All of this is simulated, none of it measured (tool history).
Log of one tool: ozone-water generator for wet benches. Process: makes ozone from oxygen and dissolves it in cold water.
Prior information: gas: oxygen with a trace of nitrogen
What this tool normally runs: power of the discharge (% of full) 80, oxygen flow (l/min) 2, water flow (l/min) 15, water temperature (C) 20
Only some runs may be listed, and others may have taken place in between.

run   hour  power of the discharge (% of full)  oxygen flow (l/min)  water flow (l/min)  water temperature (C)  dissolved ozone (ppm)  ozone in the gas ahead of the water (g/m3)
  1      0                                  80                    2                  15                     20                   19.1                                       256.1
  2   26.1                                  80                    2                  15                     18                   19.5                                       254.7
  3   44.4                                  80                    2                  15                     18                   19.6                                       253.1
  4   66.1                                  80                    2                  15                     18                   19.3                                       252.1
  5   99.8                                  80                    2                  15                     20                   19.2                                       255.8
  6  124.5                                  80                    2                  15                     20                   19.1                                         252
  7  156.6                                  80                    2                  15                     20                   19.2                                       251.3
  8  178.5                                  80                    2                  15                     24                   18.4                                       253.8
  9  196.2                                  47                    2                  15                     24                   12.3                                       168.3
 10  213.2                                  47                    2                  15                     24                   12.4                                       169.5
 11  236.8                                  47                    2                  15                     24                   12.2                                       168.2
 12  269.1                                  47                    2                  15                     24                   12.2                                       167.5
 13  293.5                                  47                    2                  15                     24                   12.5                                       167.3
 14  307.6                                  47                    2                  15                     24                   12.5                                       168.2
       321  -- water thermometer calibrated
 15  330.5                                  68                    2                  20                     20                   13.4                                       221.8
 16  356.1                                  80                 1.96                  15                     20                   19.1                                       250.7
 17  370.9                                  49                    2                  11                     14                     18                                       173.1
 18  387.9                                  49                    2                  11                     14                   18.1                                       174.4
 19  409.2                                  49                    2                  11                     14                   18.4                                       172.3
 20  442.1                                  49                    2                  11                     14                   18.1                                       171.4
 21  474.6                                  49                    2                  11                     14                   18.3                                       174.2
 22  493.7                                  49                    2                  11                     14                   17.8                                       171.9
 23    508                                  80                 2.11                  15                     20                   19.5                                       240.3
 24  528.9                                  80                 1.96                  15                     23                   18.7                                       251.9
 25  557.4                                  74                 3.14                  12                     13                   24.3                                       184.3
 26  579.6                                  64                 1.73                  15                     16                   16.4                                       224.1
     588.7  -- gauge calibrated
 27  603.1                                  64                 1.73                  15                     16                   16.3                                       229.4
 28  620.1                                  72                 2.93                  21                     16                   14.7                                       190.1

The same runs without the tool's hidden state, with the same run-to-run variation:
The hidden state here: yield of the discharge, % of new electrodes'; contactor's efficiency, % of a clean one's; true water temperature over the reading, C; drift of the gauge itself on ozone_ppm, %; drift of the gauge itself on gas_g_m3, %.
run  ozone in the gas ahead of the water (g/m3)
  1                                       256.1
  2                                         255
  3                                       253.7
  4                                         253
  5                                       257.1
  6                                       253.6
  7                                       253.3
  8                                       256.1
  9                                       169.9
 10                                       171.4
 11                                       170.2
 12                                       169.9
 13                                       169.8
 14                                       170.9
 15                                       225.6
 16                                       255.3
 17                                       176.4
 18                                       177.9
 19                                       175.9
 20                                       175.3
 21                                       178.5
 22                                       176.3
 23                                       246.6
 24                                       258.8
 25                                       189.6
 26                                       230.9
 27                                       229.6
 28                                       190.5
dissolved ozone (ppm) without the hidden state stays within 0.1 of what was measured, in all runs.
